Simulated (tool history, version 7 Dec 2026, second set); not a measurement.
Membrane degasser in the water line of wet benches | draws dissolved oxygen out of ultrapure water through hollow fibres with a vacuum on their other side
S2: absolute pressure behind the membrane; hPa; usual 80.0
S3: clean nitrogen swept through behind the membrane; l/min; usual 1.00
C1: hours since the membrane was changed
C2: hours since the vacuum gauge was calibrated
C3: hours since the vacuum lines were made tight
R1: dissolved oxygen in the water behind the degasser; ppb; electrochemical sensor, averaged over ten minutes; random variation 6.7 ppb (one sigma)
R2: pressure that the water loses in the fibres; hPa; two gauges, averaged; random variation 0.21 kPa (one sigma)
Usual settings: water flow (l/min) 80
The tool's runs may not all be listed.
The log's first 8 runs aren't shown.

{"run": 9, "hour": 712.9, "water flow (l/min)": 80, "S2": 80.0, "S3": 1.0, "C1": 4177, "C2": 5569, "C3": 902, "R1": 740.1, "R2": 546.4}
{"run": 10, "hour": 835.5, "water flow (l/min)": 80, "S2": 80.0, "S3": 1.0, "C1": 4300, "C2": 5692, "C3": 1024, "R1": 753.7, "R2": 549.3}
{"run": 11, "hour": 920.3, "water flow (l/min)": 80, "S2": 80.0, "S3": 1.0, "C1": 4384, "C2": 5777, "C3": 1109, "R1": 750.1, "R2": 549.5}
{"run": 12, "hour": 978.8, "water flow (l/min)": 99, "S2": 80.0, "S3": 1.0, "C1": 4443, "C2": 5835, "C3": 1167, "R1": 901.4, "R2": 677.3}
{"run": 13, "hour": 1077.9, "water flow (l/min)": 99, "S2": 80.0, "S3": 1.0, "C1": 4542, "C2": 5934, "C3": 1266, "R1": 900.3, "R2": 676.8}
{"run": 14, "hour": 1200.2, "water flow (l/min)": 99, "S2": 80.0, "S3": 1.0, "C1": 4664, "C2": 6057, "C3": 1389, "R1": 912.3, "R2": 678.1}
{"run": 15, "hour": 1288.4, "water flow (l/min)": 99, "S2": 80.0, "S3": 1.0, "C1": 4753, "C2": 6145, "C3": 1477, "R1": 900.1, "R2": 677.4}
{"run": 16, "hour": 1385.9, "water flow (l/min)": 80, "S2": 80.0, "S3": 1.0, "C1": 4850, "C2": 6242, "C3": 1575, "R1": 762.2, "R2": 549.2}
{"run": 17, "hour": 1496.7, "water flow (l/min)": 80, "S2": 80.0, "S3": 1.0, "C1": 4961, "C2": 6353, "C3": 1685, "R1": 760.3, "R2": 552.6}
{"run": 18, "hour": 1603.1, "water flow (l/min)": 80, "S2": 49.8, "S3": 0.66, "C1": 5067, "C2": 6460, "C3": 1792, "R1": 490.4, "R2": 554.2}
{"run": 19, "hour": 1700.5, "water flow (l/min)": 80, "S2": 145.0, "S3": 0.66, "C1": 5165, "C2": 6557, "C3": 1889, "R1": 1840.9, "R2": 552.5}
{"run": 20, "hour": 1771.6, "water flow (l/min)": 53, "S2": 145.0, "S3": 2.22, "C1": 5236, "C2": 6628, "C3": 1960, "R1": 609.7, "R2": 368.8}
{"run": 21, "hour": 1840.6, "water flow (l/min)": 120, "S2": 193.2, "S3": 1.16, "C1": 5305, "C2": 6697, "C3": 2029, "R1": 2287.2, "R2": 826.2}
{"run": 22, "hour": 1909.5, "water flow (l/min)": 86, "S2": 168.2, "S3": 2.14, "C1": 5374, "C2": 6766, "C3": 2098, "R1": 1114.6, "R2": 602.2}
{"run": 23, "hour": 2029.9, "water flow (l/min)": 73, "S2": 137.2, "S3": 0.78, "C1": 5494, "C2": 6886, "C3": 2219, "R1": 1513.6, "R2": 509.0}
{"hour": 2094.4, "done": "vacuum gauge calibrated"}
{"run": 24, "hour": 2139.7, "water flow (l/min)": 73, "S2": 137.2, "S3": 0.78, "C1": 5603, "C2": 45, "C3": 2328, "R1": 1450.9, "R2": 505.8}
{"run": 25, "hour": 2257.0, "water flow (l/min)": 71, "S2": 83.7, "S3": 1.0, "C1": 5721, "C2": 163, "C3": 2445, "R1": 670.0, "R2": 492.3}
{"run": 26, "hour": 2367.8, "water flow (l/min)": 108, "S2": 70.9, "S3": 2.42, "C1": 5832, "C2": 273, "C3": 2556, "R1": 533.0, "R2": 755.3}
{"run": 27, "hour": 2479.4, "water flow (l/min)": 80, "S2": 49.7, "S3": 1.84, "C1": 5943, "C2": 385, "C3": 2667, "R1": 252.2, "R2": 561.5}
{"run": 28, "hour": 2602.9, "water flow (l/min)": 56, "S2": 80.0, "S3": 2.0, "C1": 6067, "C2": 508, "C3": 2791, "R1": 324.3, "R2": 394.8}
{"run": 29, "hour": 2675.0, "water flow (l/min)": 110, "S2": 182.2, "S3": 1.0, "C1": 6139, "C2": 581, "C3": 2863, "R1": 2178.3, "R2": 770.3}
{"run": 30, "hour": 2781.2, "water flow (l/min)": 110, "S2": 182.2, "S3": 1.0, "C1": 6245, "C2": 687, "C3": 2969, "R1": 2171.3, "R2": 777.9}
{"run": 31, "hour": 2901.4, "water flow (l/min)": 102, "S2": 182.2, "S3": 2.05, "C1": 6365, "C2": 807, "C3": 3089, "R1": 1423.1, "R2": 720.3}

Forecast each of these 4 alternatives for the next run:
{"run": "A", "hour": 3000.0, "water flow (l/min)": 50, "S2": 182.2, "S3": 2.05, "C1": 6464, "C2": 906, "C3": 3188, "R1": "?", "R2": "?"}
{"run": "B", "hour": 3000.0, "water flow (l/min)": 80, "S2": 160.0, "S3": 1.0, "C1": 6464, "C2": 906, "C3": 3188, "R1": "?", "R2": "?"}
{"run": "C", "hour": 3000.0, "water flow (l/min)": 108, "S2": 79.4, "S3": 0.81, "C1": 6464, "C2": 906, "C3": 3188, "R1": "?", "R2": "?"}
{"run": "D", "hour": 3000.0, "water flow (l/min)": 80, "S2": 86.7, "S3": 0.44, "C1": 6464, "C2": 906, "C3": 3188, "R1": "?", "R2": "?"}

run=A R1=759.0 R2=350.7
run=B R1=1541.1 R2=563.2
run=C R1=999.2 R2=766.0
run=D R1=1170.9 R2=565.7
Without the tool's hidden state the same runs would have given:
run=A R1=741.1 R2=316.6
run=B R1=1508.6 R2=508.1
run=C R1=931.4 R2=691.4
run=D R1=1133.7 R2=510.7

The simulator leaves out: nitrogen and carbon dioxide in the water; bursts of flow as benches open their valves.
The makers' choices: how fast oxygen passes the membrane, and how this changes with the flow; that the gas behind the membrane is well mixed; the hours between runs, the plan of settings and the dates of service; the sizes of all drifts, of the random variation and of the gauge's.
